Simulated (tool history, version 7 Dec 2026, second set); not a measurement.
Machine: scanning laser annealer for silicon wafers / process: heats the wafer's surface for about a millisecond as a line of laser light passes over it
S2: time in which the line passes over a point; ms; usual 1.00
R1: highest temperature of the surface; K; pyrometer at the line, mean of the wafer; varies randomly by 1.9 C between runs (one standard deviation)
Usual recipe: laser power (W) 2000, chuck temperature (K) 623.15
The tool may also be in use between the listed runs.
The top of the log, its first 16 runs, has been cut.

run 17 hour=835.3 | laser_power_(W)=2000 S2=0.98 chuck_temperature_(K)=623.15 | R1=1417.15
run 18 hour=871.2 | laser_power_(W)=2000 S2=0.98 chuck_temperature_(K)=623.15 | R1=1415.15
run 19 hour=944.9 | laser_power_(W)=2000 S2=0.98 chuck_temperature_(K)=623.15 | R1=1421.15
run 20 hour=986.4 | laser_power_(W)=2000 S2=0.76 chuck_temperature_(K)=623.15 | R1=1305.15
run 21 hour=1051.2 | laser_power_(W)=2048 S2=0.87 chuck_temperature_(K)=614.15 | R1=1370.15
run 22 hour=1125.4 | laser_power_(W)=2099 S2=0.76 chuck_temperature_(K)=646.15 | R1=1358.15
run 23 hour=1170.1 | laser_power_(W)=2126 S2=0.91 chuck_temperature_(K)=646.15 | R1=1446.15
run 24 hour=1233.8 | laser_power_(W)=2126 S2=0.91 chuck_temperature_(K)=646.15 | R1=1442.15
run 25 hour=1295.8 | laser_power_(W)=2165 S2=1.00 chuck_temperature_(K)=626.15 | R1=1477.15
run 26 hour=1356.6 | laser_power_(W)=1852 S2=0.86 chuck_temperature_(K)=602.15 | R1=1262.15
run 27 hour=1412.4 | laser_power_(W)=2000 S2=0.76 chuck_temperature_(K)=612.15 | R1=1281.15
run 28 hour=1462.3 | laser_power_(W)=2000 S2=0.76 chuck_temperature_(K)=612.15 | R1=1282.15
-- hour=1482.9 window over the wafer cleaned
run 29 hour=1528.2 | laser_power_(W)=2000 S2=0.76 chuck_temperature_(K)=612.15 | R1=1312.15
run 30 hour=1604.2 | laser_power_(W)=2151 S2=0.76 chuck_temperature_(K)=585.15 | R1=1340.15
-- hour=1628.7 optics aligned, line set to its width
run 31 hour=1661.9 | laser_power_(W)=2000 S2=0.97 chuck_temperature_(K)=623.15 | R1=1434.15
run 32 hour=1726.7 | laser_power_(W)=1888 S2=0.82 chuck_temperature_(K)=649.15 | R1=1343.15
run 33 hour=1771.6 | laser_power_(W)=1980 S2=1.09 chuck_temperature_(K)=596.15 | R1=1446.15
run 34 hour=1807.6 | laser_power_(W)=2000 S2=1.00 chuck_temperature_(K)=617.15 | R1=1436.15
run 35 hour=1884.8 | laser_power_(W)=1892 S2=0.77 chuck_temperature_(K)=598.15 | R1=1261.15
run 36 hour=1937.9 | laser_power_(W)=1994 S2=0.71 chuck_temperature_(K)=596.15 | R1=1266.15
run 37 hour=1975.9 | laser_power_(W)=2000 S2=0.80 chuck_temperature_(K)=590.15 | R1=1306.15
run 38 hour=2022.1 | laser_power_(W)=2000 S2=0.95 chuck_temperature_(K)=661.15 | R1=1443.15
run 39 hour=2060.5 | laser_power_(W)=2000 S2=0.95 chuck_temperature_(K)=661.15 | R1=1444.15
run 40 hour=2125.4 | laser_power_(W)=2000 S2=1.10 chuck_temperature_(K)=661.15 | R1=1511.15

3 ways to go on from here, each from the tool as it stands after run 40. What would each give?
run A hour=2172.7 | laser_power_(W)=1805 S2=0.77 chuck_temperature_(K)=623.15 | R1=?
run B hour=2172.7 | laser_power_(W)=2000 S2=0.88 chuck_temperature_(K)=612.15 | R1=?
run C hour=2172.7 | laser_power_(W)=1982 S2=0.75 chuck_temperature_(K)=633.15 | R1=?

run=A R1=1246.15
run=B R1=1355.15
run=C R1=1307.15
With no hidden state in the tool, these same runs would have given:
run=A R1=1277.15
run=B R1=1393.15
run=C R1=1341.15

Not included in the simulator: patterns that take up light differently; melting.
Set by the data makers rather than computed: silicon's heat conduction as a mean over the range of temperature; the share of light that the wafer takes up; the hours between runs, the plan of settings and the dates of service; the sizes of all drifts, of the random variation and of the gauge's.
